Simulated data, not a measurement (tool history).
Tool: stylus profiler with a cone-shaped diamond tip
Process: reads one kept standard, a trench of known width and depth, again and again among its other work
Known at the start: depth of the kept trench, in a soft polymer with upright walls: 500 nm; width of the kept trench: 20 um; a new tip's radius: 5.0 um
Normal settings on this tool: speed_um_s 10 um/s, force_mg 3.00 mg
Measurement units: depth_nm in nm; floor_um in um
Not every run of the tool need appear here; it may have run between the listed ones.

| run | hour | speed_um_s | force_mg | depth_nm | floor_um |
|---|---|---|---|---|---|
| 1 | 0.0 | 10 | 3.00 | 509.60 | 15.33 |
| 2 | 96.8 | 10 | 3.00 | 509.48 | 15.31 |
| 3 | 208.8 | 10 | 2.25 | 507.67 | 15.19 |
| 4 | 296.3 | 10 | 2.25 | 507.57 | 15.17 |
| 5 | 407.3 | 10 | 2.25 | 507.41 | 15.09 |
| 6 | 489.7 | 10 | 2.25 | 507.35 | 15.10 |
| 7 | 535.2 | 10 | 2.25 | 507.15 | 15.06 |
| 8 | 627.6 | 10 | 2.25 | 507.19 | 15.03 |
| 9 | 710.5 | 10 | 1.17 | 504.05 | 14.87 |
| 10 | 759.7 | 10 | 1.17 | 504.00 | 14.96 |
| 11 | 849.3 | 10 | 1.17 | 503.92 | 14.89 |
| 12 | 956.7 | 3 | 3.00 | 508.53 | 14.83 |
| 13 | 1004.7 | 3 | 3.00 | 508.20 | 14.80 |
| 14 | 1052.1 | 3 | 3.00 | 508.60 | 14.81 |
| 15 | 1129.8 | 10 | 3.70 | 509.91 | 14.73 |
| 16 | 1221.9 | 10 | 3.70 | 510.02 | 14.71 |
| 17 | 1277.5 | 4 | 1.47 | 504.60 | 14.67 |
| 18 | 1351.0 | 4 | 1.47 | 504.34 | 14.61 |
| 19 | 1396.6 | 10 | 4.77 | 511.75 | 14.56 |
| 20 | 1450.1 | 10 | 4.77 | 511.68 | 14.59 |
| 21 | 1497.4 | 10 | 4.77 | 511.55 | 14.58 |
| 22 | 1575.0 | 12 | 4.26 | 510.75 | 14.52 |
| 23 | 1653.7 | 12 | 4.26 | 510.65 | 14.51 |
| 24 | 1700.5 | 3 | 6.11 | 513.98 | 14.53 |
| 25 | 1779.4 | 10 | 2.98 | 507.89 | 14.44 |
| 26 | 1868.7 | 10 | 2.98 | 507.53 | 14.37 |
| 27 | 1917.7 | 38 | 3.57 | 509.34 | 14.34 |
| 28 | 2026.2 | 4 | 1.96 | 505.27 | 14.34 |
| 29 | 2114.5 | 26 | 2.15 | 505.61 | 14.20 |
| 30 | 2207.6 | 3 | 5.00 | 511.28 | 14.23 |
| 31 | 2273.2 | 3 | 5.00 | 511.53 | 14.22 |

Consider 5 possible next runs. They are alternatives, not a sequence: every one starts from the tool as it was left by run 31. What does each give?
| A | 2373.1 | 37 | 3.00 | ? | ? |
| B | 2373.1 | 15 | 5.00 | ? | ? |
| C | 2373.1 | 13 | 8.08 | ? | ? |
| D | 2373.1 | 9 | 1.21 | ? | ? |
| E | 2373.1 | 4 | 1.88 | ? | ? |

| run | depth_nm | floor_um |
|---|---|---|
| A | 507.32 | 14.10 |
| B | 511.26 | 14.20 |
| C | 516.64 | 14.18 |
| D | 503.10 | 14.07 |
| E | 505.14 | 14.12 |
Without the tool's unlogged condition, the same runs would have read:
| run | depth_nm | floor_um |
|---|---|---|
| A | 509.72 | 15.57 |
| B | 513.68 | 15.66 |
| C | 519.08 | 15.65 |
| D | 505.47 | 15.54 |
| E | 507.53 | 15.59 |

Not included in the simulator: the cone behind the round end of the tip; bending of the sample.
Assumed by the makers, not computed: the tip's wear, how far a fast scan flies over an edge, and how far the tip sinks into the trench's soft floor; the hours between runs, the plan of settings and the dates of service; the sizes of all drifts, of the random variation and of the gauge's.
